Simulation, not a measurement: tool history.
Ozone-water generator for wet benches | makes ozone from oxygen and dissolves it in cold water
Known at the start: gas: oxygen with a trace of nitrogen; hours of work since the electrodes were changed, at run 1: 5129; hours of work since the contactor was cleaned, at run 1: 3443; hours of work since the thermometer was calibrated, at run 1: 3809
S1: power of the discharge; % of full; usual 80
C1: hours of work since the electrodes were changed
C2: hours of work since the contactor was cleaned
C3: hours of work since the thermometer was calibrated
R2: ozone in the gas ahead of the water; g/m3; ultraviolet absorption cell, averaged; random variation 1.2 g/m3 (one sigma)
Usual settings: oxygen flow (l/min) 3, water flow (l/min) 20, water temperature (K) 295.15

{"run": 1, "hour": 0.0, "S1": 80, "oxygen flow (l/min)": 3, "water flow (l/min)": 20, "water temperature (K)": 295.15, "C1": 5129, "C2": 3443, "C3": 3809, "dissolved ozone (ppm)": 14.5, "R2": 190.4}
{"run": 2, "hour": 148.6, "S1": 80, "oxygen flow (l/min)": 3, "water flow (l/min)": 20, "water temperature (K)": 295.15, "C1": 5238, "C2": 3552, "C3": 3919, "dissolved ozone (ppm)": 14.2, "R2": 191}
{"run": 3, "hour": 232.3, "S1": 80, "oxygen flow (l/min)": 3, "water flow (l/min)": 20, "water temperature (K)": 295.15, "C1": 5300, "C2": 3613, "C3": 3980, "dissolved ozone (ppm)": 14.2, "R2": 191.3}
{"run": 4, "hour": 346.2, "S1": 80, "oxygen flow (l/min)": 3, "water flow (l/min)": 20, "water temperature (K)": 295.15, "C1": 5383, "C2": 3697, "C3": 4064, "dissolved ozone (ppm)": 14.4, "R2": 191.4}
{"run": 5, "hour": 522.4, "S1": 80, "oxygen flow (l/min)": 3, "water flow (l/min)": 20, "water temperature (K)": 295.15, "C1": 5513, "C2": 3827, "C3": 4193, "dissolved ozone (ppm)": 14.3, "R2": 189.2}
{"run": 6, "hour": 668.5, "S1": 73, "oxygen flow (l/min)": 3, "water flow (l/min)": 20, "water temperature (K)": 295.15, "C1": 5620, "C2": 3934, "C3": 4301, "dissolved ozone (ppm)": 13.2, "R2": 174.3}
{"hour": 795.7, "done": "water thermometer calibrated"}
{"run": 7, "hour": 860.5, "S1": 73, "oxygen flow (l/min)": 3, "water flow (l/min)": 20, "water temperature (K)": 295.15, "C1": 5761, "C2": 4075, "C3": 48, "dissolved ozone (ppm)": 13.3, "R2": 174.6}
{"run": 8, "hour": 976.4, "S1": 73, "oxygen flow (l/min)": 3, "water flow (l/min)": 20, "water temperature (K)": 295.15, "C1": 5846, "C2": 4160, "C3": 133, "dissolved ozone (ppm)": 13.1, "R2": 175.3}
{"run": 9, "hour": 1118.4, "S1": 73, "oxygen flow (l/min)": 3, "water flow (l/min)": 20, "water temperature (K)": 295.15, "C1": 5950, "C2": 4264, "C3": 237, "dissolved ozone (ppm)": 13, "R2": 172.3}
{"run": 10, "hour": 1304.0, "S1": 73, "oxygen flow (l/min)": 3, "water flow (l/min)": 20, "water temperature (K)": 295.15, "C1": 6087, "C2": 4401, "C3": 374, "dissolved ozone (ppm)": 13, "R2": 173.9}
{"hour": 1339.3, "done": "contactor cleaned"}
{"run": 11, "hour": 1407.7, "S1": 80, "oxygen flow (l/min)": 3, "water flow (l/min)": 20, "water temperature (K)": 295.15, "C1": 6160, "C2": 50, "C3": 447, "dissolved ozone (ppm)": 14.4, "R2": 184.5}
{"run": 12, "hour": 1575.2, "S1": 80, "oxygen flow (l/min)": 3, "water flow (l/min)": 20, "water temperature (K)": 295.15, "C1": 6283, "C2": 173, "C3": 570, "dissolved ozone (ppm)": 14.2, "R2": 185.9}
{"run": 13, "hour": 1775.9, "S1": 80, "oxygen flow (l/min)": 3, "water flow (l/min)": 20, "water temperature (K)": 295.15, "C1": 6430, "C2": 321, "C3": 717, "dissolved ozone (ppm)": 14.1, "R2": 185.4}
{"run": 14, "hour": 1948.1, "S1": 56, "oxygen flow (l/min)": 3, "water flow (l/min)": 20, "water temperature (K)": 295.15, "C1": 6557, "C2": 447, "C3": 844, "dissolved ozone (ppm)": 10.7, "R2": 141.2}
{"run": 15, "hour": 2126.3, "S1": 56, "oxygen flow (l/min)": 3, "water flow (l/min)": 20, "water temperature (K)": 295.15, "C1": 6688, "C2": 578, "C3": 975, "dissolved ozone (ppm)": 10.3, "R2": 139.3}
{"run": 16, "hour": 2229.7, "S1": 80, "oxygen flow (l/min)": 3, "water flow (l/min)": 20, "water temperature (K)": 295.15, "C1": 6764, "C2": 654, "C3": 1051, "dissolved ozone (ppm)": 13.9, "R2": 183.4}

Run 17 comes next. What will it give?
{"run": 17, "hour": 2373.3, "S1": 80, "oxygen flow (l/min)": 3, "water flow (l/min)": 20, "water temperature (K)": 295.15, "C1": 6869, "C2": 760, "C3": 1156, "dissolved ozone (ppm)": "?", "R2": "?"}

Run 17 gave dissolved ozone (ppm) 14.1, R2 185.9 g/m3.
Without the tool's hidden state the same run would have given dissolved ozone (ppm) 16.9, R2 220.3 g/m3.

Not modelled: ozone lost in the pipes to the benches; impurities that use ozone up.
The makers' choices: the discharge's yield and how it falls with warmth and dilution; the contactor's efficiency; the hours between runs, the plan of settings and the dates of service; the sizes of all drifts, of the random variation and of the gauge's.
